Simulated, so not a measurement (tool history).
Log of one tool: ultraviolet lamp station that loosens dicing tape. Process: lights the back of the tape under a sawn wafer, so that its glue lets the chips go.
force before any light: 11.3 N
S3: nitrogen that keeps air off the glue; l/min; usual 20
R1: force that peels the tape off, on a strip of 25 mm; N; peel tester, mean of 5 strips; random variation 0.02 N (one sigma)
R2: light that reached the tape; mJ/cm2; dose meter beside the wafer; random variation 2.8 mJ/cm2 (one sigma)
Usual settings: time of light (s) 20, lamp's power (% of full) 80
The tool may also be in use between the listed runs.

{"run": 1, "day": 0.0, "time of light (s)": 20, "lamp's power (% of full)": 80, "S3": 20, "R1": 1.38, "R2": 316}
{"run": 2, "day": 2.275, "time of light (s)": 20, "lamp's power (% of full)": 80, "S3": 20, "R1": 1.497, "R2": 305}
{"run": 3, "day": 4.742, "time of light (s)": 20, "lamp's power (% of full)": 80, "S3": 20, "R1": 1.594, "R2": 294}
{"run": 4, "day": 7.7, "time of light (s)": 20, "lamp's power (% of full)": 80, "S3": 20, "R1": 1.767, "R2": 278}
{"run": 5, "day": 9.988, "time of light (s)": 20, "lamp's power (% of full)": 80, "S3": 20, "R1": 1.847, "R2": 269}
{"run": 6, "day": 13.079, "time of light (s)": 20, "lamp's power (% of full)": 80, "S3": 11, "R1": 2.055, "R2": 310}
{"run": 7, "day": 15.7, "time of light (s)": 20, "lamp's power (% of full)": 80, "S3": 11, "R1": 2.168, "R2": 296}
{"run": 8, "day": 17.85, "time of light (s)": 20, "lamp's power (% of full)": 80, "S3": 11, "R1": 2.228, "R2": 287}
{"run": 9, "day": 19.325, "time of light (s)": 20, "lamp's power (% of full)": 80, "S3": 11, "R1": 2.346, "R2": 274}
{"run": 10, "day": 20.642, "time of light (s)": 20, "lamp's power (% of full)": 80, "S3": 20, "R1": 1.726, "R2": 274}
{"run": 11, "day": 23.179, "time of light (s)": 20, "lamp's power (% of full)": 80, "S3": 20, "R1": 1.951, "R2": 256}
{"run": 12, "day": 25.371, "time of light (s)": 20, "lamp's power (% of full)": 80, "S3": 20, "R1": 2.044, "R2": 260}
{"run": 13, "day": 27.283, "time of light (s)": 20, "lamp's power (% of full)": 80, "S3": 20, "R1": 2.154, "R2": 240}
{"run": 14, "day": 28.717, "time of light (s)": 20, "lamp's power (% of full)": 80, "S3": 20, "R1": 2.283, "R2": 240}
{"run": 15, "day": 31.671, "time of light (s)": 20, "lamp's power (% of full)": 80, "S3": 20, "R1": 2.505, "R2": 220}
{"run": 16, "day": 34.762, "time of light (s)": 20, "lamp's power (% of full)": 80, "S3": 20, "R1": 2.629, "R2": 211}
{"run": 17, "day": 37.579, "time of light (s)": 20, "lamp's power (% of full)": 80, "S3": 20, "R1": 2.227, "R2": 246}
{"run": 18, "day": 39.871, "time of light (s)": 37, "lamp's power (% of full)": 78, "S3": 7, "R1": 1.484, "R2": 426}
{"run": 19, "day": 42.988, "time of light (s)": 23, "lamp's power (% of full)": 78, "S3": 8, "R1": 3.261, "R2": 242}
{"run": 20, "day": 45.212, "time of light (s)": 23, "lamp's power (% of full)": 78, "S3": 8, "R1": 3.422, "R2": 234}
{"run": 21, "day": 48.338, "time of light (s)": 23, "lamp's power (% of full)": 78, "S3": 8, "R1": 1.687, "R2": 382}
{"run": 22, "day": 50.421, "time of light (s)": 23, "lamp's power (% of full)": 63, "S3": 10, "R1": 2.311, "R2": 292}
{"run": 23, "day": 53.704, "time of light (s)": 10, "lamp's power (% of full)": 90, "S3": 20, "R1": 3.486, "R2": 176}
{"run": 24, "day": 55.45, "time of light (s)": 11, "lamp's power (% of full)": 70, "S3": 35, "R1": 3.725, "R2": 147}
{"run": 25, "day": 58.412, "time of light (s)": 15, "lamp's power (% of full)": 70, "S3": 18, "R1": 3.274, "R2": 190}
{"run": 26, "day": 60.146, "time of light (s)": 34, "lamp's power (% of full)": 88, "S3": 15, "R1": 0.589, "R2": 518}
{"run": 27, "day": 62.421, "time of light (s)": 34, "lamp's power (% of full)": 76, "S3": 9, "R1": 0.781, "R2": 528}
{"run": 28, "day": 64.721, "time of light (s)": 34, "lamp's power (% of full)": 76, "S3": 9, "R1": 0.841, "R2": 510}
{"run": 29, "day": 66.404, "time of light (s)": 24, "lamp's power (% of full)": 91, "S3": 12, "R1": 1.004, "R2": 425}
{"run": 30, "day": 68.704, "time of light (s)": 24, "lamp's power (% of full)": 91, "S3": 12, "R1": 1.131, "R2": 406}
{"run": 31, "day": 70.892, "time of light (s)": 26, "lamp's power (% of full)": 66, "S3": 26, "R1": 1.249, "R2": 307}
{"run": 32, "day": 72.946, "time of light (s)": 30, "lamp's power (% of full)": 89, "S3": 10, "R1": 0.972, "R2": 464}
{"run": 33, "day": 74.404, "time of light (s)": 30, "lamp's power (% of full)": 89, "S3": 10, "R1": 1.022, "R2": 453}
{"run": 34, "day": 75.738, "time of light (s)": 30, "lamp's power (% of full)": 89, "S3": 10, "R1": 1.064, "R2": 444}

Not shown: 4 entries that the log had between the listed runs. Between which runs, and how does the tool's hidden state differ before and after?
Between runs 5 and 6: window cleaned of glue's vapour (day 10.417)
  lamp's light, % of a new lamp's: 85 -> 82.7; light that the window lets through, % of a clean one's: 83.1 -> 98.3
  measured less the result without the state, R1: +0.894 -> +0.633 N; R2: -111 -> -72 mJ/cm2
Between runs 16 and 17: window cleaned of glue's vapour (day 36.367)
  lamp's light, % of a new lamp's: 66.8 -> 64.8; light that the window lets through, % of a clean one's: 83.1 -> 98.9
  measured less the result without the state, R1: +1.691 -> +1.245 N; R2: -168 -> -136 mJ/cm2
Between runs 20 and 21: lamp changed (day 45.483)
  lamp's light, % of a new lamp's: 59.2 -> 97.5; light that the window lets through, % of a clean one's: 93.3 -> 91.1
  measured less the result without the state, R1: +2.046 -> +0.329 N; R2: -191 -> -48 mJ/cm2
Between runs 26 and 27: window cleaned of glue's vapour (day 62.238)
  lamp's light, % of a new lamp's: 89 -> 87.3; light that the window lets through, % of a clean one's: 82.7 -> 99.5
  measured less the result without the state, R1: +0.259 -> +0.204 N; R2: -188 -> -80 mJ/cm2

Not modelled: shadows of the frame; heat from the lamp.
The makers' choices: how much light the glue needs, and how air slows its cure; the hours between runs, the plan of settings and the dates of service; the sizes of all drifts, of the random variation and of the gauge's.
